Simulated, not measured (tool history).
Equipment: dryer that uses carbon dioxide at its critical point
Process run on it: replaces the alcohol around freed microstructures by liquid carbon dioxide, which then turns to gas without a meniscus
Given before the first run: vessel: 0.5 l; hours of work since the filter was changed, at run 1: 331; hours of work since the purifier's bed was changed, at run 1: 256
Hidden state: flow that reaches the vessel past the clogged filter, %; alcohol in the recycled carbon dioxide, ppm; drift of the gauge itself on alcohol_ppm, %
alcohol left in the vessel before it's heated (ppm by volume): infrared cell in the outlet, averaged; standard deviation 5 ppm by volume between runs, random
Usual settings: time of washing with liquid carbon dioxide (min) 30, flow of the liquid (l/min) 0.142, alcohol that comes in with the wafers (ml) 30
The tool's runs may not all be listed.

run	hour	time of washing with liquid carbon dioxide (min)	flow of the liquid (l/min)	alcohol that comes in with the wafers (ml)	hours of work since the filter was changed	hours of work since the purifier's bed was changed	alcohol left in the vessel before it's heated (ppm by volume)
1	0.0	30	0.142	30	331	256	114
2	39.1	30	0.142	30	353	277	124
3	71.8	30	0.122	30	371	295	193
4	97.0	30	0.122	30	384	309	198
# hour 116.8: inlet filter changed
5	125.9	30	0.142	30	5	324	130
6	160.4	31	0.102	30	24	343	263
7	192.6	19	0.090	30	42	361	2487
8	231.6	19	0.090	30	63	382	2524
9	262.6	26	0.137	81	80	399	358
10	299.8	27	0.131	30	101	420	243

Each row is a separate what-if for the run after 10, all from the same tool condition, not one after another. Results?
A	340.1	27	0.217	32	123	442	?
B	340.1	44	0.131	34	123	442	?
C	340.1	27	0.138	30	123	442	?

run	alcohol left in the vessel before it's heated (ppm by volume)
A	159
B	160
C	215
Without the tool's unlogged condition, the same runs would have read:
run	alcohol left in the vessel before it's heated (ppm by volume)
A	12
B	9
C	54
